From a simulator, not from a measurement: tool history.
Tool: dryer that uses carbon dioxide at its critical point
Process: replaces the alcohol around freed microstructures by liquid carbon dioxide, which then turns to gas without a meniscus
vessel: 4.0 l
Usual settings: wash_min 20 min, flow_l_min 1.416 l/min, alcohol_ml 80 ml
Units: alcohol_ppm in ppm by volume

{"run": 1, "day": 0.0, "wash_min": 20, "flow_l_min": 1.416, "alcohol_ml": 80, "alcohol_ppm": 168}
{"run": 2, "day": 2.525, "wash_min": 20, "flow_l_min": 2.22, "alcohol_ml": 80, "alcohol_ppm": 74}
{"run": 3, "day": 3.712, "wash_min": 20, "flow_l_min": 2.22, "alcohol_ml": 80, "alcohol_ppm": 75}
{"run": 4, "day": 5.779, "wash_min": 20, "flow_l_min": 2.22, "alcohol_ml": 80, "alcohol_ppm": 78}
{"day": 7.4, "done": "inlet filter changed"}
{"run": 5, "day": 7.4, "wash_min": 20, "flow_l_min": 2.22, "alcohol_ml": 80, "alcohol_ppm": 72}
{"run": 6, "day": 8.567, "wash_min": 20, "flow_l_min": 1.38, "alcohol_ml": 80, "alcohol_ppm": 176}
{"run": 7, "day": 10.633, "wash_min": 20, "flow_l_min": 1.416, "alcohol_ml": 80, "alcohol_ppm": 190}
{"run": 8, "day": 11.812, "wash_min": 20, "flow_l_min": 1.416, "alcohol_ml": 80, "alcohol_ppm": 204}
{"run": 9, "day": 12.954, "wash_min": 20, "flow_l_min": 1.416, "alcohol_ml": 80, "alcohol_ppm": 211}
{"run": 10, "day": 14.471, "wash_min": 20, "flow_l_min": 1.416, "alcohol_ml": 80, "alcohol_ppm": 250}
{"run": 11, "day": 16.867, "wash_min": 20, "flow_l_min": 1.416, "alcohol_ml": 80, "alcohol_ppm": 271}
{"day": 17.279, "done": "inlet filter changed"}
{"run": 12, "day": 18.871, "wash_min": 20, "flow_l_min": 1.416, "alcohol_ml": 80, "alcohol_ppm": 185}
{"day": 19.179, "done": "purifier's bed changed"}
{"run": 13, "day": 20.604, "wash_min": 20, "flow_l_min": 1.416, "alcohol_ml": 80, "alcohol_ppm": 125}
{"run": 14, "day": 22.088, "wash_min": 20, "flow_l_min": 1.416, "alcohol_ml": 80, "alcohol_ppm": 128}
{"run": 15, "day": 24.258, "wash_min": 20, "flow_l_min": 1.416, "alcohol_ml": 80, "alcohol_ppm": 174}
{"run": 16, "day": 26.629, "wash_min": 13, "flow_l_min": 1.416, "alcohol_ml": 112, "alcohol_ppm": 1382}
{"day": 27.325, "done": "inlet filter changed"}
{"run": 17, "day": 28.642, "wash_min": 13, "flow_l_min": 1.416, "alcohol_ml": 112, "alcohol_ppm": 874}
{"run": 18, "day": 30.212, "wash_min": 13, "flow_l_min": 1.44, "alcohol_ml": 112, "alcohol_ppm": 871}
{"run": 19, "day": 32.7, "wash_min": 23, "flow_l_min": 1.19, "alcohol_ml": 48, "alcohol_ppm": 118}
{"run": 20, "day": 34.85, "wash_min": 23, "flow_l_min": 1.19, "alcohol_ml": 48, "alcohol_ppm": 134}
{"run": 21, "day": 36.862, "wash_min": 23, "flow_l_min": 1.19, "alcohol_ml": 48, "alcohol_ppm": 156}
{"day": 37.246, "done": "inlet filter changed"}
{"run": 22, "day": 38.192, "wash_min": 14, "flow_l_min": 1.02, "alcohol_ml": 34, "alcohol_ppm": 601}
{"run": 23, "day": 39.708, "wash_min": 19, "flow_l_min": 0.95, "alcohol_ml": 58, "alcohol_ppm": 557}
{"run": 24, "day": 41.779, "wash_min": 23, "flow_l_min": 1.416, "alcohol_ml": 80, "alcohol_ppm": 101}
{"run": 25, "day": 44.121, "wash_min": 23, "flow_l_min": 2.41, "alcohol_ml": 80, "alcohol_ppm": 45}
{"run": 26, "day": 45.358, "wash_min": 27, "flow_l_min": 1.1, "alcohol_ml": 37, "alcohol_ppm": 107}
{"day": 47.158, "done": "inlet filter changed"}
{"run": 27, "day": 47.912, "wash_min": 13, "flow_l_min": 1.44, "alcohol_ml": 59, "alcohol_ppm": 467}

Forecast run 28:
{"run": 28, "day": 49.958, "wash_min": 13, "flow_l_min": 1.44, "alcohol_ml": 59, "alcohol_ppm": "?"}

alcohol_ppm: 522 ppm by volume
Without the tool's hidden state the same run would have given alcohol_ppm 402 ppm by volume.
